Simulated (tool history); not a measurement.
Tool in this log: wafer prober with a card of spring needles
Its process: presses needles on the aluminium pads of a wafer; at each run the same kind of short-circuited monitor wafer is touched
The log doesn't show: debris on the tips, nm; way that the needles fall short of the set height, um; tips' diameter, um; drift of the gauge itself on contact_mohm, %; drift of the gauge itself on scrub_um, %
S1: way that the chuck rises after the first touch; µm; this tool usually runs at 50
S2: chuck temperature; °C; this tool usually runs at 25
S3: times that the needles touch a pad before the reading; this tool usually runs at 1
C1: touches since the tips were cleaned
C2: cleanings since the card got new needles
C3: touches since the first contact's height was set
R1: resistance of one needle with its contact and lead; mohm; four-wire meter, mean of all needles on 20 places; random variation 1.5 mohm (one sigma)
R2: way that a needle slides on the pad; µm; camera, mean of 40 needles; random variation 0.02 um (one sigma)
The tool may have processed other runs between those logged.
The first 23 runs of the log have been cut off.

run,hour,S1,S2,S3,C1,C2,C3,R1,R2
# hour 154.3: tips cleaned on abrasive film
24,156.4,55,61,1,838,33,2088,162,6.61
25,162.2,55,61,1,3117,33,4367,186,6.61
# hour 165.8: tips cleaned on abrasive film
26,169.5,61,61,1,1439,34,7188,167,7.34
27,173.6,47,88,2,3038,34,8787,183,5.61
# hour 177.5: tips cleaned on abrasive film
28,178.7,47,88,2,497,35,10784,167,5.59
29,185.1,69,78,1,3001,35,13288,175,8.26
# hour 189.1: tips cleaned on abrasive film
30,193.8,69,78,1,1822,36,16661,168,8.27
# hour 201.0: tips cleaned on abrasive film
31,201.2,52,25,1,59,37,19532,154,6.18
32,207.0,52,25,1,2359,37,21832,180,6.16
33,211.2,57,117,1,3993,37,23466,196,6.76
# hour 212.7: tips cleaned on abrasive film
34,219.0,57,117,1,2488,38,26505,188,6.78
# hour 224.1: tips cleaned on abrasive film
35,226.5,60,25,1,972,39,29442,162,7.15

Here are 3 independent what-if runs from the current tool condition. What would each one return?
A,233.8,60,81,2,3809,39,32279,?,?
B,233.8,60,117,1,3809,39,32279,?,?
C,233.8,50,25,2,3809,39,32279,?,?

run,R1,R2
A,172,7.15
B,187,7.12
C,174,5.94
Without the tool's hidden state the same runs would have given:
run,R1,R2
A,153,7.22
B,159,7.19
C,146,6.01
